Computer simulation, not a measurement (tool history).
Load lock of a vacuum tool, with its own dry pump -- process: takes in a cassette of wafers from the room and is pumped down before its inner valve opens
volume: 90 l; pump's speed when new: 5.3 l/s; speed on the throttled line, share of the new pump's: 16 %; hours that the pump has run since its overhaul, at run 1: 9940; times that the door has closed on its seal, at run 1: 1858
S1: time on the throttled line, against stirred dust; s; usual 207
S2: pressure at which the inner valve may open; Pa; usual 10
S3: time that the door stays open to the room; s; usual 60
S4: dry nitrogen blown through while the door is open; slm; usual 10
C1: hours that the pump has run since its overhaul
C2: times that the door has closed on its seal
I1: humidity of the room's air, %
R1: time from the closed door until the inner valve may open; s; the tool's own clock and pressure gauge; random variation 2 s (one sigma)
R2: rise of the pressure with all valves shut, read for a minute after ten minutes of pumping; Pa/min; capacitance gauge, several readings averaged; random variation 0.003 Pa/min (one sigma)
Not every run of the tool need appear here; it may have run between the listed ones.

run    hour   S1  S2   S3  S4     C1     C2    I1     R1     R2
  1       0  207  10   60  10   9940   1858  45.2  350.9  0.016
  2   194.7  207  10   60  10  10135   2395    44  348.8  0.016
  3   475.1  207  10   60  10  10415   3168  42.9  347.6  0.021
  4   655.1  135  10   60  10  10595   3664  46.6  288.5  0.017
  5   819.4  135  10   60  10  10760   4117  45.6  290.6  0.015
  6     953  135  10   35  10  10893   4485  43.9  294.2   0.02
  7  1208.3  135  10   35  10  11148   5189  45.3  292.2  0.015
  8  1407.5  135  10   35  10  11348   5738  44.4  290.1  0.021
  9  1536.4  207  10  122  10  11477   6093  43.5  349.5   0.03
 10  1732.7  207  10   60  10  11673   6634  48.6  351.6  0.028
 11  1900.6  207  10   60  10  11841   7097  45.4  350.5  0.026
 12  2172.2  207  10   60  10  12112   7846    45  352.6  0.032
 13  2360.4  207  10   60  10  12301   8364  45.6  351.1  0.026
 14  2639.5  207  10   60  10  12580   9134    49  359.9  0.033
 15  2797.8  207  10  206  34  12738   9570  44.7    357  0.025
 16  2933.2  207   7   60  10  12873   9943  45.5  363.6  0.029
 17    3165  207  15   28  16  13105  10582  45.2  343.3  0.034
 18  3327.4  207  10   28   5  13267  11030  46.2  354.5  0.034
 19  3451.6  207  10   28   5  13392  11372  45.6  354.6  0.033
 20  3737.5  207  10   28   5  13678  12160  46.3  354.6  0.037
 21  3999.7  372  12   45  15  13940  12883  42.7  482.9  0.035
 22  4127.8  207  13   60  12  14068  13236  48.4  351.3  0.042
 23  4299.4  207  13   60  12  14240  13709  46.4    350  0.048
 24  4604.6  383  18   54   6  14545  14550  46.1  478.4  0.054
 25  4749.5  383  18   54   6  14690  14949  43.8  491.7  0.054
 26  5052.7  383  17   54   6  14993  15785  43.6  492.6  0.053

3 ways to go on from here, each from the tool as it stands after run 26. What would each give?
  A  5352.5  320  17   56  16  15293  16611  46.8   ?   ?
  B  5352.5  383  17  185   6  15293  16611  43.1   ?   ?
  C  5352.5  207  12  149  42  15293  16611  47.1   ?   ?

run     R1     R2
  A  444.5  0.048
  B  490.9  0.064
  C  355.8  0.043
Stripped of hidden state, with their random variation kept, the same runs would have yielded:
run     R1     R2
  A  423.6  0.008
  B  472.6  0.025
  C  330.4  0.003
